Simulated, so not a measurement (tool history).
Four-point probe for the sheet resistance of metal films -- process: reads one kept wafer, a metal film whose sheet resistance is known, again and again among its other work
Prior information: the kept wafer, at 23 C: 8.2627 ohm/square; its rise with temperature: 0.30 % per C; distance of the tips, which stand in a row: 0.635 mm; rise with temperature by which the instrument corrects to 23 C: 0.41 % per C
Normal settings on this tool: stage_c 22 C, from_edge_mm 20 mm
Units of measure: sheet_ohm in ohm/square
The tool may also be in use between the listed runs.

run	hour	stage_c	from_edge_mm	sheet_ohm
1	0.0	22	20	8.383818
2	108.8	22	33	8.383070
3	219.7	27	33	8.343900
4	312.6	22	8	8.416311
5	430.2	22	8	8.421121
6	501.9	29	8	8.363553
7	568.8	29	8	8.360928
8	623.9	23	20	8.389703
9	737.9	23	20	8.394761
10	815.3	23	20	8.395187
11	926.8	27	13	8.369344
12	1013.4	27	13	8.373423
13	1121.2	27	13	8.372159
14	1227.2	27	13	8.376187
15	1298.3	27	13	8.380984
16	1416.7	27	13	8.381776
17	1530.1	27	13	8.385431
18	1583.8	29	12	8.373613

Some steps in sheet_ohm between neighbouring runs. How much of each would the tool show without its hidden state too (settings, what came in, random variation), and how much is left for the hidden state, with any gauge scatter that isn't in both results?
Hidden state present: inner tips' distance over the nominal, %; tips' flats over new ones', %; wafer's true temperature over the reading, C; drift of the gauge itself on sheet_ohm, %.
Run 3 -> 4: stage_c 27 -> 22, from_edge_mm 33 -> 8. sheet_ohm +0.072411 ohm/square: hidden state +0.003744, all else +0.068667.
